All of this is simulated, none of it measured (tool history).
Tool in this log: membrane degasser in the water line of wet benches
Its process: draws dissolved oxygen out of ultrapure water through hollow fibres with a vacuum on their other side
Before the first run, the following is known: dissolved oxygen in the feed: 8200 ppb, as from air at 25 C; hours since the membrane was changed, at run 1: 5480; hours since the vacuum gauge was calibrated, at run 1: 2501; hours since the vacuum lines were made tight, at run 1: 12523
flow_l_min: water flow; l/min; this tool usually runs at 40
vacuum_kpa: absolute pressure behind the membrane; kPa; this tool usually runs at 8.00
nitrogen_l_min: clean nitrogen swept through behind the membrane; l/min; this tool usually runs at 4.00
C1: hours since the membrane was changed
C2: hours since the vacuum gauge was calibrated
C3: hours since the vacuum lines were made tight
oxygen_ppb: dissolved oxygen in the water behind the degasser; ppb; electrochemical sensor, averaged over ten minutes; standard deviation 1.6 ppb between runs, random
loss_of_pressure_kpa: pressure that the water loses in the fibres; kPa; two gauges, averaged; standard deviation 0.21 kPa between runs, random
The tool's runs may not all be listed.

run 1 hour=0.0 | flow_l_min=40 vacuum_kpa=8.00 nitrogen_l_min=4.00 | C1=5480 C2=2501 C3=12523 | oxygen_ppb=158.8 loss_of_pressure_kpa=47.48
run 2 hour=136.8 | flow_l_min=52 vacuum_kpa=8.00 nitrogen_l_min=4.00 | C1=5617 C2=2637 C3=12660 | oxygen_ppb=242.5 loss_of_pressure_kpa=61.61
run 3 hour=401.5 | flow_l_min=40 vacuum_kpa=9.50 nitrogen_l_min=4.00 | C1=5882 C2=2902 C3=12924 | oxygen_ppb=190.7 loss_of_pressure_kpa=47.81
run 4 hour=635.4 | flow_l_min=40 vacuum_kpa=8.00 nitrogen_l_min=4.00 | C1=6116 C2=3136 C3=13158 | oxygen_ppb=158.2 loss_of_pressure_kpa=47.81
run 5 hour=775.7 | flow_l_min=40 vacuum_kpa=8.00 nitrogen_l_min=6.73 | C1=6256 C2=3276 C3=13299 | oxygen_ppb=112.6 loss_of_pressure_kpa=47.30
run 6 hour=898.8 | flow_l_min=40 vacuum_kpa=8.00 nitrogen_l_min=6.73 | C1=6379 C2=3399 C3=13422 | oxygen_ppb=112.1 loss_of_pressure_kpa=47.54
run 7 hour=1007.6 | flow_l_min=40 vacuum_kpa=8.00 nitrogen_l_min=4.00 | C1=6488 C2=3508 C3=13531 | oxygen_ppb=153.7 loss_of_pressure_kpa=48.05
run 8 hour=1163.0 | flow_l_min=40 vacuum_kpa=8.58 nitrogen_l_min=4.00 | C1=6643 C2=3664 C3=13686 | oxygen_ppb=168.1 loss_of_pressure_kpa=48.01
run 9 hour=1419.8 | flow_l_min=40 vacuum_kpa=18.37 nitrogen_l_min=4.00 | C1=6900 C2=3920 C3=13943 | oxygen_ppb=389.9 loss_of_pressure_kpa=47.90
run 10 hour=1620.9 | flow_l_min=40 vacuum_kpa=8.00 nitrogen_l_min=4.00 | C1=7101 C2=4121 C3=14144 | oxygen_ppb=158.2 loss_of_pressure_kpa=48.27
run 11 hour=1844.9 | flow_l_min=40 vacuum_kpa=8.00 nitrogen_l_min=4.00 | C1=7325 C2=4345 C3=14368 | oxygen_ppb=157.3 loss_of_pressure_kpa=48.38
run 12 hour=1975.5 | flow_l_min=40 vacuum_kpa=8.00 nitrogen_l_min=4.00 | C1=7456 C2=4476 C3=14498 | oxygen_ppb=158.4 loss_of_pressure_kpa=48.05
-- hour=2071.2 seals of the vacuum lines changed
run 13 hour=2157.8 | flow_l_min=33 vacuum_kpa=8.00 nitrogen_l_min=4.00 | C1=7636 C2=4656 C3=87 | oxygen_ppb=118.5 loss_of_pressure_kpa=39.52
-- hour=2260.9 vacuum gauge calibrated
run 14 hour=2395.5 | flow_l_min=33 vacuum_kpa=8.00 nitrogen_l_min=4.00 | C1=7873 C2=135 C3=324 | oxygen_ppb=114.2 loss_of_pressure_kpa=39.93
run 15 hour=2575.4 | flow_l_min=40 vacuum_kpa=8.00 nitrogen_l_min=4.00 | C1=8053 C2=315 C3=504 | oxygen_ppb=156.3 loss_of_pressure_kpa=48.54
run 16 hour=2722.9 | flow_l_min=40 vacuum_kpa=8.00 nitrogen_l_min=4.00 | C1=8201 C2=462 C3=651 | oxygen_ppb=158.9 loss_of_pressure_kpa=48.99
run 17 hour=2922.6 | flow_l_min=28 vacuum_kpa=8.38 nitrogen_l_min=2.79 | C1=8400 C2=662 C3=851 | oxygen_ppb=133.2 loss_of_pressure_kpa=34.04
run 18 hour=3163.3 | flow_l_min=31 vacuum_kpa=16.93 nitrogen_l_min=4.23 | C1=8641 C2=902 C3=1092 | oxygen_ppb=254.9 loss_of_pressure_kpa=37.23
run 19 hour=3346.0 | flow_l_min=31 vacuum_kpa=16.93 nitrogen_l_min=4.23 | C1=8824 C2=1085 C3=1274 | oxygen_ppb=253.0 loss_of_pressure_kpa=38.10
run 20 hour=3612.6 | flow_l_min=31 vacuum_kpa=16.93 nitrogen_l_min=1.76 | C1=9090 C2=1352 C3=1541 | oxygen_ppb=525.9 loss_of_pressure_kpa=37.78
-- hour=3793.9 gauge calibrated
run 21 hour=3855.3 | flow_l_min=60 vacuum_kpa=6.80 nitrogen_l_min=4.44 | C1=9333 C2=1594 C3=1784 | oxygen_ppb=261.0 loss_of_pressure_kpa=71.57
run 22 hour=4101.6 | flow_l_min=57 vacuum_kpa=11.03 nitrogen_l_min=5.24 | C1=9579 C2=1841 C3=2030 | oxygen_ppb=320.7 loss_of_pressure_kpa=68.01
run 23 hour=4215.1 | flow_l_min=60 vacuum_kpa=13.05 nitrogen_l_min=2.08 | C1=9693 C2=1954 C3=2143 | oxygen_ppb=695.0 loss_of_pressure_kpa=71.74
run 24 hour=4389.9 | flow_l_min=34 vacuum_kpa=8.00 nitrogen_l_min=5.88 | C1=9868 C2=2129 C3=2318 | oxygen_ppb=92.7 loss_of_pressure_kpa=40.24
run 25 hour=4531.3 | flow_l_min=34 vacuum_kpa=8.00 nitrogen_l_min=5.88 | C1=10009 C2=2270 C3=2460 | oxygen_ppb=93.0 loss_of_pressure_kpa=40.80
run 26 hour=4780.0 | flow_l_min=26 vacuum_kpa=12.77 nitrogen_l_min=4.40 | C1=10258 C2=2519 C3=2708 | oxygen_ppb=144.7 loss_of_pressure_kpa=31.22
run 27 hour=4970.6 | flow_l_min=40 vacuum_kpa=8.00 nitrogen_l_min=6.09 | C1=10448 C2=2710 C3=2899 | oxygen_ppb=121.4 loss_of_pressure_kpa=48.02
run 28 hour=5145.1 | flow_l_min=40 vacuum_kpa=8.00 nitrogen_l_min=6.09 | C1=10623 C2=2884 C3=3073 | oxygen_ppb=120.0 loss_of_pressure_kpa=48.12
run 29 hour=5339.8 | flow_l_min=52 vacuum_kpa=6.78 nitrogen_l_min=2.18 | C1=10818 C2=3079 C3=3268 | oxygen_ppb=283.4 loss_of_pressure_kpa=62.81
run 30 hour=5479.9 | flow_l_min=34 vacuum_kpa=5.43 nitrogen_l_min=11.21 | C1=10958 C2=3219 C3=3408 | oxygen_ppb=41.8 loss_of_pressure_kpa=40.88
run 31 hour=5730.4 | flow_l_min=34 vacuum_kpa=14.26 nitrogen_l_min=11.21 | C1=11208 C2=3470 C3=3659 | oxygen_ppb=106.0 loss_of_pressure_kpa=41.28

Consider 5 possible next runs. They are alternatives, not a sequence: every one starts from the tool as it was left by run 31. What does each give?
run A hour=5842.6 | flow_l_min=42 vacuum_kpa=13.60 nitrogen_l_min=4.41 | C1=11320 C2=3582 C3=3771 | oxygen_ppb=? loss_of_pressure_kpa=?
run B hour=5842.6 | flow_l_min=40 vacuum_kpa=10.75 nitrogen_l_min=4.00 | C1=11320 C2=3582 C3=3771 | oxygen_ppb=? loss_of_pressure_kpa=?
run C hour=5842.6 | flow_l_min=29 vacuum_kpa=10.10 nitrogen_l_min=11.05 | C1=11320 C2=3582 C3=3771 | oxygen_ppb=? loss_of_pressure_kpa=?
run D hour=5842.6 | flow_l_min=53 vacuum_kpa=10.21 nitrogen_l_min=4.00 | C1=11320 C2=3582 C3=3771 | oxygen_ppb=? loss_of_pressure_kpa=?
run E hour=5842.6 | flow_l_min=33 vacuum_kpa=8.00 nitrogen_l_min=4.00 | C1=11320 C2=3582 C3=3771 | oxygen_ppb=? loss_of_pressure_kpa=?

run=A oxygen_ppb=287.0 loss_of_pressure_kpa=50.80
run=B oxygen_ppb=222.2 loss_of_pressure_kpa=48.10
run=C oxygen_ppb=58.9 loss_of_pressure_kpa=34.88
run=D oxygen_ppb=316.4 loss_of_pressure_kpa=63.95
run=E oxygen_ppb=116.0 loss_of_pressure_kpa=39.71
Without the tool's unlogged condition, the same runs would have read:
run=A oxygen_ppb=286.8 loss_of_pressure_kpa=49.99
run=B oxygen_ppb=222.0 loss_of_pressure_kpa=47.33
run=C oxygen_ppb=58.8 loss_of_pressure_kpa=34.32
run=D oxygen_ppb=316.1 loss_of_pressure_kpa=62.92
run=E oxygen_ppb=115.8 loss_of_pressure_kpa=39.08

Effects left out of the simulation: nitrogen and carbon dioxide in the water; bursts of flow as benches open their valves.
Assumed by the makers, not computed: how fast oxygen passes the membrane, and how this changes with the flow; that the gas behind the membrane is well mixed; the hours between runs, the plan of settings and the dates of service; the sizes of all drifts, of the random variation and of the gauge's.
